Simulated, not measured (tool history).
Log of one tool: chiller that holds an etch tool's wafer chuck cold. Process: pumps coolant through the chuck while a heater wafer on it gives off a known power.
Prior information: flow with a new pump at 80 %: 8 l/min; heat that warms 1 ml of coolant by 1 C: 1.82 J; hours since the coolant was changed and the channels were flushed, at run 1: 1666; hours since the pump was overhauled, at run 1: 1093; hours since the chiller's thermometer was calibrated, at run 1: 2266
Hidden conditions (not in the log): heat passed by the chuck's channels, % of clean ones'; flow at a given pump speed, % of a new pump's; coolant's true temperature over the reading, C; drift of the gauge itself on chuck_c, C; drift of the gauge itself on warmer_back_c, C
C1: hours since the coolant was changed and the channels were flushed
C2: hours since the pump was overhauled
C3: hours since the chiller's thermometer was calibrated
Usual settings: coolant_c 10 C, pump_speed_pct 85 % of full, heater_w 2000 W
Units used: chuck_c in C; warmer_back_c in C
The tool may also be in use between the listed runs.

run 1 hour=0.0 | coolant_c=10 pump_speed_pct=85 heater_w=2000 | C1=1666 C2=1093 C3=2266 | chuck_c=28.3 warmer_back_c=7.96
run 2 hour=40.1 | coolant_c=10 pump_speed_pct=85 heater_w=1826 | C1=1706 C2=1134 C3=2306 | chuck_c=26.6 warmer_back_c=7.22
run 3 hour=69.3 | coolant_c=10 pump_speed_pct=85 heater_w=2000 | C1=1735 C2=1163 C3=2335 | chuck_c=28.2 warmer_back_c=7.94
run 4 hour=117.5 | coolant_c=10 pump_speed_pct=85 heater_w=2000 | C1=1783 C2=1211 C3=2383 | chuck_c=28.3 warmer_back_c=7.99
run 5 hour=163.8 | coolant_c=10 pump_speed_pct=85 heater_w=2000 | C1=1829 C2=1257 C3=2429 | chuck_c=28.3 warmer_back_c=7.86
run 6 hour=195.7 | coolant_c=19 pump_speed_pct=85 heater_w=2000 | C1=1861 C2=1289 C3=2461 | chuck_c=37.2 warmer_back_c=7.99
run 7 hour=219.2 | coolant_c=19 pump_speed_pct=97 heater_w=2000 | C1=1885 C2=1313 C3=2485 | chuck_c=35.3 warmer_back_c=7.04
run 8 hour=260.3 | coolant_c=19 pump_speed_pct=97 heater_w=2000 | C1=1926 C2=1354 C3=2526 | chuck_c=35.4 warmer_back_c=7.01
run 9 hour=289.7 | coolant_c=19 pump_speed_pct=97 heater_w=2000 | C1=1955 C2=1383 C3=2555 | chuck_c=35.4 warmer_back_c=7.03
run 10 hour=320.8 | coolant_c=19 pump_speed_pct=97 heater_w=2000 | C1=1986 C2=1414 C3=2586 | chuck_c=35.4 warmer_back_c=7.10
run 11 hour=352.6 | coolant_c=19 pump_speed_pct=97 heater_w=2000 | C1=2018 C2=1446 C3=2618 | chuck_c=35.5 warmer_back_c=7.03
run 12 hour=376.4 | coolant_c=19 pump_speed_pct=97 heater_w=2000 | C1=2042 C2=1470 C3=2642 | chuck_c=35.5 warmer_back_c=6.95
run 13 hour=411.2 | coolant_c=19 pump_speed_pct=97 heater_w=2000 | C1=2077 C2=1505 C3=2677 | chuck_c=35.3 warmer_back_c=6.99
run 14 hour=461.5 | coolant_c=19 pump_speed_pct=97 heater_w=2000 | C1=2127 C2=1555 C3=2727 | chuck_c=35.4 warmer_back_c=6.97
run 15 hour=512.8 | coolant_c=19 pump_speed_pct=97 heater_w=2000 | C1=2178 C2=1606 C3=2778 | chuck_c=35.5 warmer_back_c=7.04
run 16 hour=543.9 | coolant_c=19 pump_speed_pct=97 heater_w=2000 | C1=2210 C2=1637 C3=2809 | chuck_c=35.5 warmer_back_c=7.02
run 17 hour=595.9 | coolant_c=14 pump_speed_pct=99 heater_w=1582 | C1=2262 C2=1689 C3=2861 | chuck_c=27.0 warmer_back_c=5.50
run 18 hour=641.0 | coolant_c=16 pump_speed_pct=60 heater_w=1502 | C1=2307 C2=1734 C3=2907 | chuck_c=35.2 warmer_back_c=8.44
run 19 hour=684.3 | coolant_c=16 pump_speed_pct=60 heater_w=1502 | C1=2350 C2=1778 C3=2950 | chuck_c=35.2 warmer_back_c=8.45
-- hour=689.7 chiller's thermometer calibrated
run 20 hour=727.6 | coolant_c=16 pump_speed_pct=60 heater_w=1502 | C1=2392 C2=1820 C3=38 | chuck_c=35.5 warmer_back_c=8.43
run 21 hour=781.6 | coolant_c=16 pump_speed_pct=60 heater_w=1502 | C1=2446 C2=1874 C3=92 | chuck_c=35.6 warmer_back_c=8.50
-- hour=785.5 chiller's thermometer calibrated, once more
run 22 hour=834.3 | coolant_c=16 pump_speed_pct=60 heater_w=1502 | C1=2498 C2=1926 C3=49 | chuck_c=34.8 warmer_back_c=8.48
run 23 hour=870.6 | coolant_c=10 pump_speed_pct=85 heater_w=2027 | C1=2534 C2=1962 C3=85 | chuck_c=28.7 warmer_back_c=8.14
run 24 hour=897.1 | coolant_c=10 pump_speed_pct=68 heater_w=2000 | C1=2561 C2=1989 C3=112 | chuck_c=32.6 warmer_back_c=9.99
run 25 hour=920.2 | coolant_c=10 pump_speed_pct=68 heater_w=2000 | C1=2584 C2=2012 C3=135 | chuck_c=32.7 warmer_back_c=9.93
run 26 hour=952.2 | coolant_c=19 pump_speed_pct=82 heater_w=2699 | C1=2616 C2=2044 C3=167 | chuck_c=44.8 warmer_back_c=11.32
run 27 hour=990.1 | coolant_c=10 pump_speed_pct=71 heater_w=1024 | C1=2654 C2=2082 C3=205 | chuck_c=21.1 warmer_back_c=4.89
run 28 hour=1033.7 | coolant_c=4 pump_speed_pct=94 heater_w=2000 | C1=2697 C2=2125 C3=248 | chuck_c=21.0 warmer_back_c=7.29
run 29 hour=1084.7 | coolant_c=17 pump_speed_pct=85 heater_w=1701 | C1=2748 C2=2176 C3=299 | chuck_c=32.8 warmer_back_c=6.85
run 30 hour=1122.6 | coolant_c=17 pump_speed_pct=85 heater_w=1701 | C1=2786 C2=2214 C3=337 | chuck_c=32.9 warmer_back_c=6.91
run 31 hour=1162.9 | coolant_c=19 pump_speed_pct=96 heater_w=2795 | C1=2827 C2=2254 C3=377 | chuck_c=42.5 warmer_back_c=10.08
run 32 hour=1214.4 | coolant_c=10 pump_speed_pct=73 heater_w=1302 | C1=2878 C2=2306 C3=429 | chuck_c=24.2 warmer_back_c=6.12

Measured less the same run without the tool's hidden state. The same run-to-run variation is in both; the gauge's scatter may not be:
run=1 chuck_c=+1.3 warmer_back_c=+0.17
run=2 chuck_c=+1.2 warmer_back_c=+0.17
run=3 chuck_c=+1.3 warmer_back_c=+0.18
run=4 chuck_c=+1.4 warmer_back_c=+0.18
run=5 chuck_c=+1.5 warmer_back_c=+0.19
run=6 chuck_c=+1.5 warmer_back_c=+0.20
run=7 chuck_c=+1.4 warmer_back_c=+0.17
run=8 chuck_c=+1.4 warmer_back_c=+0.18
run=9 chuck_c=+1.4 warmer_back_c=+0.18
run=10 chuck_c=+1.4 warmer_back_c=+0.18
run=11 chuck_c=+1.4 warmer_back_c=+0.19
run=12 chuck_c=+1.4 warmer_back_c=+0.19
run=13 chuck_c=+1.5 warmer_back_c=+0.19
run=14 chuck_c=+1.5 warmer_back_c=+0.20
run=15 chuck_c=+1.5 warmer_back_c=+0.20
run=16 chuck_c=+1.5 warmer_back_c=+0.21
run=17 chuck_c=+1.2 warmer_back_c=+0.16
run=18 chuck_c=+1.8 warmer_back_c=+0.26
run=19 chuck_c=+1.9 warmer_back_c=+0.27
run=20 chuck_c=+2.1 warmer_back_c=+0.27
run=21 chuck_c=+2.1 warmer_back_c=+0.28
run=22 chuck_c=+1.7 warmer_back_c=+0.29
run=23 chuck_c=+1.6 warmer_back_c=+0.28
run=24 chuck_c=+2.0 warmer_back_c=+0.34
run=25 chuck_c=+2.0 warmer_back_c=+0.35
run=26 chuck_c=+2.3 warmer_back_c=+0.40
run=27 chuck_c=+1.1 warmer_back_c=+0.18
run=28 chuck_c=+1.6 warmer_back_c=+0.26
run=29 chuck_c=+1.5 warmer_back_c=+0.25
run=30 chuck_c=+1.5 warmer_back_c=+0.26
run=31 chuck_c=+2.3 warmer_back_c=+0.38
run=32 chuck_c=+1.5 warmer_back_c=+0.24
